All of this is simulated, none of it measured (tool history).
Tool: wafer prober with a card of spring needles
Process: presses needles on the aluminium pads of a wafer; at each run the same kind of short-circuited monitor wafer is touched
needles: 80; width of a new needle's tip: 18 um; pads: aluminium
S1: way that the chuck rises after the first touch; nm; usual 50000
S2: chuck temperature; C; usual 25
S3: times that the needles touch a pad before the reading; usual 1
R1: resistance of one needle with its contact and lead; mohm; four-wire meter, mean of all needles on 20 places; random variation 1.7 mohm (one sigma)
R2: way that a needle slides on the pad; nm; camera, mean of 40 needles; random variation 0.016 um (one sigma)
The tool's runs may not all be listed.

Run 1, hour 0.0: usual settings. Result: R1 267 mohm, R2 8040 nm.
At hour 4.9: tips cleaned on abrasive film.
At hour 33.3: tips cleaned on abrasive film.
At hour 63.1: tips cleaned on abrasive film.
Run 2, hour 90.5: usual settings. Result: R1 267 mohm, R2 7970 nm.
At hour 96.1: tips cleaned on abrasive film.
At hour 129.2: tips cleaned on abrasive film.
At hour 160.6: tips cleaned on abrasive film.
Run 3, hour 162.9: usual settings. Result: R1 201 mohm, R2 7920 nm.
At hour 191.0: tips cleaned on abrasive film.
At hour 219.6: tips cleaned on abrasive film.
Run 4, hour 229.8: usual settings. Result: R1 236 mohm, R2 7930 nm.
At hour 248.5: tips cleaned on abrasive film.
At hour 280.4: tips cleaned on abrasive film.
Run 5, hour 307.5: usual settings. Result: R1 269 mohm, R2 7860 nm.
At hour 314.6: tips cleaned on abrasive film.
At hour 347.3: tips cleaned on abrasive film.
At hour 347.6: height of the first contact set anew.
Run 6, hour 368.7: usual settings. Result: R1 259 mohm, R2 8040 nm.
At hour 375.8: tips cleaned on abrasive film.
At hour 409.0: tips cleaned on abrasive film.
Run 7, hour 430.8: usual settings. Result: R1 257 mohm, R2 8040 nm.
At hour 437.9: tips cleaned on abrasive film.
At hour 470.9: tips cleaned on abrasive film.
At hour 503.0: tips cleaned on abrasive film.
Run 8, hour 517.6: usual settings. Result: R1 241 mohm, R2 8010 nm.
At hour 534.6: tips cleaned on abrasive film.
At hour 568.5: tips cleaned on abrasive film.
At hour 602.0: tips cleaned on abrasive film.
Run 9, hour 603.8: usual settings. Result: R1 195 mohm, R2 7940 nm.
At hour 635.2: tips cleaned on abrasive film.
Run 10, hour 650.2: usual settings but S1 32000 nm. Result: R1 329 mohm, R2 5040 nm.
At hour 664.1: tips cleaned on abrasive film.
At hour 694.0: tips cleaned on abrasive film.
Run 11, hour 711.6: usual settings. Result: R1 255 mohm, R2 7930 nm.
At hour 725.6: tips cleaned on abrasive film.
At hour 756.0: tips cleaned on abrasive film.
At hour 788.8: tips cleaned on abrasive film.
Run 12, hour 799.1: usual settings. Result: R1 243 mohm, R2 7870 nm.
At hour 817.3: tips cleaned on abrasive film.
At hour 823.9: height of the first contact set anew.
At hour 851.4: tips cleaned on abrasive film.
Run 13, hour 865.3: usual settings. Result: R1 245 mohm, R2 8030 nm.
At hour 880.0: tips cleaned on abrasive film.
At hour 910.5: tips cleaned on abrasive film.
Run 14, hour 911.8: usual settings but S1 43000 nm. Result: R1 197 mohm, R2 6880 nm.
At hour 941.4: tips cleaned on abrasive film.
At hour 970.4: tips cleaned on abrasive film.
Run 15, hour 987.4: usual settings. Result: R1 247 mohm, R2 8000 nm.
At hour 998.6: tips cleaned on abrasive film.
At hour 1031.7: tips cleaned on abrasive film.
At hour 1061.6: tips cleaned on abrasive film.
Run 16, hour 1071.7: usual settings but S1 42000 nm, S2 46 C, S3 2. Result: R1 225 mohm, R2 6640 nm.
At hour 1094.4: tips cleaned on abrasive film.
At hour 1125.7: tips cleaned on abrasive film.
Run 17, hour 1134.8: usual settings but S1 52000 nm, S2 43 C, S3 3. Result: R1 199 mohm, R2 8240 nm.
At hour 1155.6: tips cleaned on abrasive film.
Run 18, hour 1175.7: usual settings but S1 52000 nm, S2 43 C, S3 3. Result: R1 212 mohm, R2 8230 nm.
At hour 1188.7: tips cleaned on abrasive film.
At hour 1217.5: tips cleaned on abrasive film.
Run 19, hour 1228.8: usual settings but S1 49000 nm, S2 43 C. Result: R1 249 mohm, R2 7750 nm.
At hour 1247.5: tips cleaned on abrasive film.
At hour 1276.1: tips cleaned on abrasive film.
Run 20, hour 1283.4: usual settings but S1 55000 nm, S2 74 C. Result: R1 226 mohm, R2 8650 nm.
At hour 1302.9: height of the first contact set anew.
At hour 1309.0: tips cleaned on abrasive film.
At hour 1342.2: tips cleaned on abrasive film.
Run 21, hour 1344.3: usual settings but S1 47000 nm, S2 74 C. Result: R1 211 mohm, R2 7560 nm.
At hour 1375.7: tips cleaned on abrasive film.
Run 22, hour 1397.0: usual settings but S1 36000 nm, S2 49 C, S3 2. Result: R1 284 mohm, R2 5760 nm.
At hour 1407.2: tips cleaned on abrasive film.
Run 23, hour 1434.1: usual settings but S2 41 C, S3 2. Result: R1 234 mohm, R2 8010 nm.
At hour 1441.2: tips cleaned on abrasive film.
At hour 1469.6: tips cleaned on abrasive film.
At hour 1501.9: tips cleaned on abrasive film.
Run 24, hour 1502.6: usual settings but S2 41 C, S3 2. Result: R1 185 mohm, R2 7930 nm.
At hour 1533.7: tips cleaned on abrasive film.
Run 25, hour 1539.3: usual settings but S2 65 C, S3 2. Result: R1 207 mohm, R2 7970 nm.
At hour 1567.1: tips cleaned on abrasive film.
At hour 1600.3: tips cleaned on abrasive film.
Run 26, hour 1616.7: usual settings but S2 65 C, S3 2. Result: R1 231 mohm, R2 7940 nm.
At hour 1629.2: tips cleaned on abrasive film.
At hour 1661.0: tips cleaned on abrasive film.
At hour 1693.6: tips cleaned on abrasive film.
Run 27, hour 1693.9: usual settings but S2 65 C, S3 2. Result: R1 196 mohm, R2 7890 nm.
At hour 1725.2: tips cleaned on abrasive film.
At hour 1758.2: tips cleaned on abrasive film.
Run 28, hour 1770.5: usual settings but S1 54000 nm, S2 58 C, S3 2. Result: R1 216 mohm, R2 8540 nm.
At hour 1779.2: height of the first contact set anew.
At hour 1792.0: tips cleaned on abrasive film.
Run 29, hour 1807.7: usual settings but S1 40000 nm, S2 49 C, S3 2. Result: R1 257 mohm, R2 6410 nm.
At hour 1822.9: tips cleaned on abrasive film.
At hour 1857.8: tips cleaned on abrasive film.
Run 30, hour 1858.2: usual settings but S1 64000 nm, S2 49 C. Result: R1 190 mohm, R2 10300 nm.

3 ways to go on from here, each from the tool as it stands after run 30. What would each give?
At hour 1890.1: tips cleaned on abrasive film.
Run A, hour 1915.3: usual settings but S3 3. Result: R1 ?, R2 ?.
At hour 1890.1: tips cleaned on abrasive film.
Run B, hour 1915.3: usual settings but S1 45000 nm, S2 65 C, S3 2. Result: R1 ?, R2 ?.
At hour 1890.1: tips cleaned on abrasive film.
Run C, hour 1915.3: usual settings but S1 64000 nm, S2 49 C, S3 3. Result: R1 ?, R2 ?.

run   R1     R2
  A  216   8020
  B  250   7230
  C  201  10280
Without the tool's hidden state the same runs would have given:
run   R1     R2
  A  181   8070
  B  186   7280
  C  179  10330
